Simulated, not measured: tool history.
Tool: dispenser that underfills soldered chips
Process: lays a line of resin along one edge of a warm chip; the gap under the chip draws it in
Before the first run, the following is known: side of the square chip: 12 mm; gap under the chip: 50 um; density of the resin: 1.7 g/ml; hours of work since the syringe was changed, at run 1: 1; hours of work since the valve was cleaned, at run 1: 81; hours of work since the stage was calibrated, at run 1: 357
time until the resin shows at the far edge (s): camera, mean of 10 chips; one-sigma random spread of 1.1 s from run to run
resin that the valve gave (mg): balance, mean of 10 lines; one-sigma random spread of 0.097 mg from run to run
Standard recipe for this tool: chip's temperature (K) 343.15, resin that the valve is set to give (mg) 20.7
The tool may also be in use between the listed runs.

run,hour,chip's temperature (K),resin that the valve is set to give (mg),hours of work since the syringe was changed,hours of work since the valve was cleaned,hours of work since the stage was calibrated,time until the resin shows at the far edge (s),resin that the valve gave (mg)
1,0.0,343.15,20.7,1,81,357,123.0,19.25
# hour 8.1: new syringe of resin
2,10.4,343.15,20.7,2,89,364,127.7,19.11
# hour 18.6: new syringe of resin
3,20.8,343.15,20.7,2,96,371,125.6,19.00
# hour 29.2: new syringe of resin
4,31.5,343.15,20.7,2,103,379,125.1,18.76
# hour 40.2: new syringe of resin
5,43.2,344.15,20.7,2,111,387,122.8,18.80
# hour 50.9: new syringe of resin
6,52.3,344.15,20.7,1,117,393,117.7,18.59
# hour 61.7: new syringe of resin
7,62.2,344.15,20.7,0,124,400,114.8,18.40
# hour 64.6: dispensing valve cleaned and set on the balance
8,69.9,344.15,20.7,5,4,405,146.1,20.57
# hour 72.7: new syringe of resin
9,81.1,344.15,20.7,6,12,412,151.1,20.47
# hour 82.9: new syringe of resin
10,89.7,331.15,26.1,5,17,418,223.0,25.85

What does the tool deliver on the next run?
# hour 92.8: new syringe of resin
11,101.8,343.15,19.0,6,26,427,?,?

{"run 11": {"time until the resin shows at the far edge (s)": 159.4, "resin that the valve gave (mg)": 18.62}}
Had the tool carried no hidden state, the very same run would have given time until the resin shows at the far edge (s) 106.5, resin that the valve gave (mg) 19.00.
